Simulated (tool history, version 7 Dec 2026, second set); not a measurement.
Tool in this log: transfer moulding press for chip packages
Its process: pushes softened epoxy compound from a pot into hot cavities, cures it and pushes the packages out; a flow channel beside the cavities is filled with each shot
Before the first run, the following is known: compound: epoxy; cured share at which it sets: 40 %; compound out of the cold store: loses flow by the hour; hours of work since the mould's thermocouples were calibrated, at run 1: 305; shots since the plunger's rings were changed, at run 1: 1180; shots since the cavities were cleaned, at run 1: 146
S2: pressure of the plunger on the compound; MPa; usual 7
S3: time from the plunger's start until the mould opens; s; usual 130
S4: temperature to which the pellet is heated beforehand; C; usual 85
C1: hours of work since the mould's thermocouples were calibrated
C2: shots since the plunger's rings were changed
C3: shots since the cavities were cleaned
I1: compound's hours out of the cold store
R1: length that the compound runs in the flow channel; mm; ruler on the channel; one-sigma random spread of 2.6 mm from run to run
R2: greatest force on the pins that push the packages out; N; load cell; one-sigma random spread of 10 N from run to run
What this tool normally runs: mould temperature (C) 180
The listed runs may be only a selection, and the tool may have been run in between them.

{"run": 1, "hour": 0.0, "mould temperature (C)": 180, "S2": 7, "S3": 130, "S4": 85, "C1": 305, "C2": 1180, "C3": 146, "I1": 9.1, "R1": 794, "R2": 575}
{"run": 2, "hour": 42.9, "mould temperature (C)": 180, "S2": 7, "S3": 130, "S4": 85, "C1": 325, "C2": 1470, "C3": 436, "I1": 20, "R1": 757, "R2": 632}
{"hour": 83.2, "done": "cavities cleaned with cleaning compound and waxed"}
{"run": 3, "hour": 90.5, "mould temperature (C)": 180, "S2": 7, "S3": 130, "S4": 85, "C1": 346, "C2": 1782, "C3": 50, "I1": 34.4, "R1": 721, "R2": 501}
{"run": 4, "hour": 113.7, "mould temperature (C)": 180, "S2": 7, "S3": 130, "S4": 85, "C1": 357, "C2": 1939, "C3": 207, "I1": 8.2, "R1": 785, "R2": 584}
{"run": 5, "hour": 151.3, "mould temperature (C)": 180, "S2": 7, "S3": 130, "S4": 85, "C1": 375, "C2": 2193, "C3": 461, "I1": 28.1, "R1": 729, "R2": 638}
{"hour": 188.7, "done": "cavities cleaned with cleaning compound and waxed"}
{"run": 6, "hour": 203.7, "mould temperature (C)": 180, "S2": 7, "S3": 130, "S4": 78, "C1": 398, "C2": 2537, "C3": 101, "I1": 11.2, "R1": 776, "R2": 554}
{"run": 7, "hour": 244.7, "mould temperature (C)": 180, "S2": 7, "S3": 130, "S4": 78, "C1": 417, "C2": 2814, "C3": 378, "I1": 35.9, "R1": 707, "R2": 614}
{"run": 8, "hour": 287.0, "mould temperature (C)": 180, "S2": 7, "S3": 130, "S4": 77, "C1": 437, "C2": 3100, "C3": 664, "I1": 15.4, "R1": 755, "R2": 699}
{"hour": 293.5, "done": "plunger's sealing rings changed"}
{"hour": 295.0, "done": "cavities cleaned with cleaning compound and waxed"}
{"run": 9, "hour": 344.0, "mould temperature (C)": 180, "S2": 7, "S3": 130, "S4": 77, "C1": 461, "C2": 331, "C3": 331, "I1": 43.1, "R1": 715, "R2": 584}
{"run": 10, "hour": 375.1, "mould temperature (C)": 173, "S2": 7, "S3": 130, "S4": 95, "C1": 476, "C2": 541, "C3": 541, "I1": 47.5, "R1": 709, "R2": 929}

Below are 5 alternative next runs, each starting from the tool's condition after run 10. Predict each:
{"hour": 399.9, "done": "cavities cleaned with cleaning compound and waxed"}
{"run": "A", "hour": 425.8, "mould temperature (C)": 186, "S2": 8.75, "S3": 130, "S4": 85, "C1": 498, "C2": 874, "C3": 175, "I1": 45.4, "R1": "?", "R2": "?"}
{"hour": 399.9, "done": "cavities cleaned with cleaning compound and waxed"}
{"run": "B", "hour": 425.8, "mould temperature (C)": 180, "S2": 7, "S3": 110, "S4": 85, "C1": 498, "C2": 874, "C3": 175, "I1": 25.4, "R1": "?", "R2": "?"}
{"hour": 399.9, "done": "cavities cleaned with cleaning compound and waxed"}
{"run": "C", "hour": 425.8, "mould temperature (C)": 180, "S2": 7.61, "S3": 130, "S4": 77, "C1": 498, "C2": 874, "C3": 175, "I1": 30.3, "R1": "?", "R2": "?"}
{"hour": 399.9, "done": "cavities cleaned with cleaning compound and waxed"}
{"run": "D", "hour": 425.8, "mould temperature (C)": 179, "S2": 7, "S3": 133, "S4": 90, "C1": 498, "C2": 874, "C3": 175, "I1": 27.5, "R1": "?", "R2": "?"}
{"hour": 399.9, "done": "cavities cleaned with cleaning compound and waxed"}
{"run": "E", "hour": 425.8, "mould temperature (C)": 182, "S2": 7, "S3": 130, "S4": 95, "C1": 498, "C2": 874, "C3": 175, "I1": 16.4, "R1": "?", "R2": "?"}

run=A R1=774 R2=445
run=B R1=753 R2=833
run=C R1=770 R2=574
run=D R1=744 R2=576
run=E R1=771 R2=538
What these runs would have given with no unlogged condition in the tool:
run=A R1=784 R2=355
run=B R1=763 R2=644
run=C R1=780 R2=448
run=D R1=754 R2=450
run=E R1=781 R2=423
